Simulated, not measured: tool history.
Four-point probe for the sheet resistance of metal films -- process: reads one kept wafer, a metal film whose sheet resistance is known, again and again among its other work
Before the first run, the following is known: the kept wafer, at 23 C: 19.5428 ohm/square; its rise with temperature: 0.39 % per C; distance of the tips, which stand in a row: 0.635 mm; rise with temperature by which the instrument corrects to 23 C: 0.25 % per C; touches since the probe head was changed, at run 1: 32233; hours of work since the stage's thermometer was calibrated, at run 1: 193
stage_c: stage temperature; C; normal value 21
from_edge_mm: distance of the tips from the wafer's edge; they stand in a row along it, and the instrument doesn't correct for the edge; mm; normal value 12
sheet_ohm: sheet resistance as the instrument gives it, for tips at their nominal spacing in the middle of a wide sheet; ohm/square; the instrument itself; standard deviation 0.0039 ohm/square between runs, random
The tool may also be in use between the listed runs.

| run | hour | stage_c | from_edge_mm | touches since the probe head was changed | hours of work since the stage's thermometer was calibrated | sheet_ohm |
|---|---|---|---|---|---|---|
| 1 | 0.0 | 21 | 12 | 32233 | 193 | 19.543168 |
| 2 | 65.3 | 21 | 12 | 33314 | 234 | 19.541747 |
| 3 | 130.2 | 29 | 12 | 34389 | 275 | 19.750263 |
| 4 | 175.5 | 20 | 12 | 35139 | 304 | 19.519544 |
| 5 | 226.2 | 21 | 10 | 35978 | 336 | 19.559235 |
| 6 | 266.5 | 21 | 10 | 36644 | 361 | 19.555853 |
| 7 | 300.6 | 21 | 12 | 37210 | 383 | 19.549277 |
| 8 | 359.9 | 21 | 12 | 38191 | 420 | 19.549935 |
| 9 | 427.3 | 21 | 12 | 39306 | 462 | 19.546407 |
| 10 | 466.4 | 21 | 12 | 39954 | 487 | 19.552828 |
| 11 | 518.0 | 21 | 12 | 40808 | 520 | 19.550191 |
| 12 | 580.8 | 21 | 12 | 41848 | 559 | 19.550385 |
| 13 | 639.7 | 21 | 12 | 42823 | 596 | 19.558335 |
|  | 643.0 | stage's thermometer calibrated |
| 14 | 670.0 | 21 | 12 | 43317 | 17 | 19.548167 |
| 15 | 739.8 | 21 | 12 | 44473 | 61 | 19.550731 |
| 16 | 770.8 | 29 | 10 | 44986 | 81 | 19.769558 |
| 17 | 822.3 | 29 | 10 | 45838 | 113 | 19.766974 |
| 18 | 880.9 | 29 | 10 | 46807 | 150 | 19.765589 |
| 19 | 918.4 | 27 | 5 | 47428 | 174 | 19.850966 |
|  | 955.6 | stage's thermometer calibrated, once more |
| 20 | 977.7 | 27 | 5 | 48402 | 14 | 19.861902 |
| 21 | 1045.7 | 26 | 9 | 49527 | 57 | 19.713766 |
| 22 | 1108.4 | 34 | 13 | 50565 | 96 | 19.889431 |
| 23 | 1146.9 | 29 | 25 | 51202 | 121 | 19.750164 |

Each row is a separate what-if for the run after 23, all from the same tool condition, not one after another. Results?
| A | 1208.7 | 23 | 12 | 52225 | 160 | ? |
| B | 1208.7 | 21 | 12 | 52225 | 160 | ? |
| C | 1208.7 | 20 | 37 | 52225 | 160 | ? |

| run | sheet_ohm |
|---|---|
| A | 19.625938 |
| B | 19.569177 |
| C | 19.522765 |
Stripped of hidden state, with their random variation kept, the same runs would have yielded:
| run | sheet_ohm |
|---|---|
| A | 19.576809 |
| B | 19.520155 |
| C | 19.473837 |

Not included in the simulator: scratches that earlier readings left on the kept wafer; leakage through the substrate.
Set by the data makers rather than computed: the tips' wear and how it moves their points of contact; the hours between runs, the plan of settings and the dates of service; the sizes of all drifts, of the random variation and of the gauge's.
